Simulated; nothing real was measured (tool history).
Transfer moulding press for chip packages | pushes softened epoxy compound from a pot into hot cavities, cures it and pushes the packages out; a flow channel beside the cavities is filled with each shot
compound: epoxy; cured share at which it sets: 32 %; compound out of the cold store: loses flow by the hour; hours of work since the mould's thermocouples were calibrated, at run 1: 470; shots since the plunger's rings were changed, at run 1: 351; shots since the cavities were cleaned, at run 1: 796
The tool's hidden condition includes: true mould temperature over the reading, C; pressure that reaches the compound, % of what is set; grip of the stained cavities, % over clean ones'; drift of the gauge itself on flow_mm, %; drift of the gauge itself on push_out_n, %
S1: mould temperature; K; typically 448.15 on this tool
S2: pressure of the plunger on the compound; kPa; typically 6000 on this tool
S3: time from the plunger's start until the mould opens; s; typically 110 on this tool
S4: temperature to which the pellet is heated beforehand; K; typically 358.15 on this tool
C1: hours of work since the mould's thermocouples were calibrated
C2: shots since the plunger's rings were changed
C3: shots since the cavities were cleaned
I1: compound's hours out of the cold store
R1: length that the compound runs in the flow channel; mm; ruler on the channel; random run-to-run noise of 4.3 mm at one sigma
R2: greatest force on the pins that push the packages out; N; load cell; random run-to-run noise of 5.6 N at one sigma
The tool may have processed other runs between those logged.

run 1 hour=0 | S1=448.15 S2=6000 S3=110 S4=358.15 | C1=470 C2=351 C3=796 | I1=14.9 | R1=590 R2=320
-- hour=12.1 cavities cleaned with cleaning compound and waxed
run 2 hour=18.7 | S1=448.15 S2=6000 S3=110 S4=358.15 | C1=482 C2=540 C3=73 | I1=11.7 | R1=597 R2=208
run 3 hour=51.4 | S1=448.15 S2=6000 S3=110 S4=358.15 | C1=505 C2=899 C3=432 | I1=34.2 | R1=546 R2=271
run 4 hour=75 | S1=448.15 S2=6000 S3=110 S4=358.15 | C1=522 C2=1158 C3=691 | I1=14.4 | R1=586 R2=303
-- hour=94.8 cavities cleaned with cleaning compound and waxed
run 5 hour=113.2 | S1=448.15 S2=6000 S3=110 S4=358.15 | C1=547 C2=1562 C3=202 | I1=9 | R1=592 R2=245
run 6 hour=133.7 | S1=448.15 S2=6000 S3=110 S4=367.15 | C1=562 C2=1787 C3=427 | I1=46.6 | R1=516 R2=281
run 7 hour=162.1 | S1=448.15 S2=6000 S3=110 S4=367.15 | C1=582 C2=2099 C3=739 | I1=21.4 | R1=563 R2=314
-- hour=178.6 cavities cleaned with cleaning compound and waxed
run 8 hour=201.1 | S1=448.15 S2=6000 S3=110 S4=367.15 | C1=608 C2=2511 C3=247 | I1=46.9 | R1=512 R2=235
run 9 hour=226.5 | S1=448.15 S2=6920 S3=113 S4=358.15 | C1=626 C2=2790 C3=526 | I1=12.3 | R1=621 R2=282
-- hour=231.7 mould's thermocouples calibrated
run 10 hour=245.2 | S1=448.15 S2=6000 S3=110 S4=353.15 | C1=9 C2=2974 C3=710 | I1=40.6 | R1=520 R2=305
-- hour=263.8 cavities cleaned with cleaning compound and waxed
run 11 hour=280.7 | S1=448.15 S2=6000 S3=119 S4=351.15 | C1=33 C2=3347 C3=185 | I1=22.4 | R1=559 R2=224
run 12 hour=311.2 | S1=448.15 S2=6000 S3=119 S4=351.15 | C1=55 C2=3683 C3=521 | I1=15.8 | R1=566 R2=271
run 13 hour=327.4 | S1=448.15 S2=6000 S3=119 S4=351.15 | C1=66 C2=3860 C3=698 | I1=46 | R1=502 R2=284
-- hour=348.1 cavities cleaned with cleaning compound and waxed
run 14 hour=348.1 | S1=448.15 S2=6000 S3=104 S4=358.15 | C1=79 C2=4072 C3=0 | I1=34.2 | R1=526 R2=206
run 15 hour=365.9 | S1=440.15 S2=6000 S3=137 S4=358.15 | C1=92 C2=4267 C3=195 | I1=40.2 | R1=523 R2=246

Each row is a separate what-if for the run after 15, all from the same tool condition, not one after another. Results?
run A hour=387.6 | S1=440.15 S2=6600 S3=137 S4=357.15 | C1=107 C2=4506 C3=434 | I1=21 | R1=? R2=?
run B hour=387.6 | S1=450.15 S2=5360 S3=110 S4=358.15 | C1=107 C2=4506 C3=434 | I1=12.4 | R1=? R2=?
run C hour=387.6 | S1=440.15 S2=6000 S3=92 S4=351.15 | C1=107 C2=4506 C3=434 | I1=35.8 | R1=? R2=?
run D hour=387.6 | S1=440.15 S2=6000 S3=137 S4=348.15 | C1=107 C2=4506 C3=434 | I1=11.5 | R1=? R2=?
run E hour=387.6 | S1=440.15 S2=6000 S3=122 S4=357.15 | C1=107 C2=4506 C3=434 | I1=13.4 | R1=? R2=?

run=A R1=587 R2=283
run=B R1=534 R2=260
run=C R1=533 R2=547
run=D R1=587 R2=305
run=E R1=568 R2=348
Had the tool no hidden state, the same runs would have come out as:
run=A R1=619 R2=203
run=B R1=563 R2=180
run=C R1=562 R2=412
run=D R1=619 R2=220
run=E R1=599 R2=258
